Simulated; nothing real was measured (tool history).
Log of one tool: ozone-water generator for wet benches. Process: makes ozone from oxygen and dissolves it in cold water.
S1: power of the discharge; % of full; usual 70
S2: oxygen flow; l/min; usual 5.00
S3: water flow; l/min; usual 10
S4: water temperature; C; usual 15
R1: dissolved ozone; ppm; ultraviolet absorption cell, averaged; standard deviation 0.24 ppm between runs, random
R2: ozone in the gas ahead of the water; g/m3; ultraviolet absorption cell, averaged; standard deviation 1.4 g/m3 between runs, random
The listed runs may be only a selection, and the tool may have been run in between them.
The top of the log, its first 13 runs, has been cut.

{"run": 14, "hour": 1115.3, "S1": 70, "S2": 5.86, "S3": 10, "S4": 15, "R1": 33.8, "R2": 238.7}
{"run": 15, "hour": 1206.2, "S1": 44, "S2": 5.0, "S3": 10, "S4": 15, "R1": 26.6, "R2": 197.2}
{"hour": 1235.0, "done": "water thermometer calibrated"}
{"run": 16, "hour": 1266.1, "S1": 44, "S2": 5.0, "S3": 10, "S4": 17, "R1": 25.6, "R2": 195.3}
{"run": 17, "hour": 1391.9, "S1": 44, "S2": 5.0, "S3": 10, "S4": 17, "R1": 25.3, "R2": 196.2}
{"run": 18, "hour": 1446.8, "S1": 73, "S2": 5.0, "S3": 10, "S4": 16, "R1": 33.2, "R2": 253.5}
{"run": 19, "hour": 1521.4, "S1": 73, "S2": 5.0, "S3": 10, "S4": 16, "R1": 33.2, "R2": 251.0}
{"run": 20, "hour": 1619.3, "S1": 70, "S2": 5.0, "S3": 10, "S4": 8, "R1": 37.6, "R2": 245.8}
{"run": 21, "hour": 1703.9, "S1": 70, "S2": 5.0, "S3": 12, "S4": 8, "R1": 31.5, "R2": 247.1}
{"run": 22, "hour": 1820.2, "S1": 70, "S2": 5.0, "S3": 7, "S4": 15, "R1": 43.2, "R2": 247.5}
{"run": 23, "hour": 1936.4, "S1": 42, "S2": 5.0, "S3": 10, "S4": 15, "R1": 25.1, "R2": 189.6}
{"run": 24, "hour": 2024.2, "S1": 53, "S2": 5.0, "S3": 10, "S4": 15, "R1": 28.8, "R2": 214.5}
{"run": 25, "hour": 2083.5, "S1": 53, "S2": 5.0, "S3": 10, "S4": 15, "R1": 28.1, "R2": 211.3}
{"run": 26, "hour": 2200.4, "S1": 57, "S2": 5.0, "S3": 10, "S4": 15, "R1": 29.3, "R2": 221.0}

Run 27 has not been measured yet. What should we expect?
{"run": 27, "hour": 2258.1, "S1": 57, "S2": 5.0, "S3": 10, "S4": 15, "R1": "?", "R2": "?"}

R1: 29.0 ppm
R2: 220.9 g/m3
If the tool had no hidden condition, the same run with the same run-to-run variation would have returned R1 32.9 ppm, R2 242.8 g/m3.
